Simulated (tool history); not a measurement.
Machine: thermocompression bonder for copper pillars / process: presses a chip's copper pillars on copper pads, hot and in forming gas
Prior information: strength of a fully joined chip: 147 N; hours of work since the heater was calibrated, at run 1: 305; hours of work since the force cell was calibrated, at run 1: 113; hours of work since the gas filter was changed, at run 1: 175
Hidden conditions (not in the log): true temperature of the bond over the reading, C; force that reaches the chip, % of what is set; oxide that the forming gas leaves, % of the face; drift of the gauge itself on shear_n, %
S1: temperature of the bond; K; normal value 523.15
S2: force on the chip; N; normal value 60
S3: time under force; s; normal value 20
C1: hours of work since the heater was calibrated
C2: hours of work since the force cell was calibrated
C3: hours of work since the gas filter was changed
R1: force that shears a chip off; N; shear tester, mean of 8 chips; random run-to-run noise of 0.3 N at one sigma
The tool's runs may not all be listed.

run	day	S1	S2	S3	C1	C2	C3	R1
1	0	523.15	60	20	305	113	175	69.7
2	1.258	523.15	60	20	328	136	198	69.3
3	2.329	523.15	60	20	348	155	218	69.4
4	3.079	523.15	60	20	361	169	231	69.2
5	3.717	523.15	60	20	373	181	243	69.1
6	4.4	523.15	60	20	386	193	256	68.8
7	5.583	523.15	60	20	407	215	277	68.6
8	6.625	523.15	60	20	426	234	296	68.5
9	7.304	523.15	65	10	439	247	309	55.7
# day 8.004: forming gas filter changed
10	8.262	509.15	51	16	456	264	5	50.1
11	8.825	537.15	63	16	466	274	15	85.1
12	9.783	524.15	58	15	484	292	33	66.7

Run 13 is up next; what results do you expect?
13	10.879	524.15	58	15	504	312	53	?

{"run 13": {"R1": 67}}
Minus the tool's unlogged condition, the same run would have read R1 63.5 N.
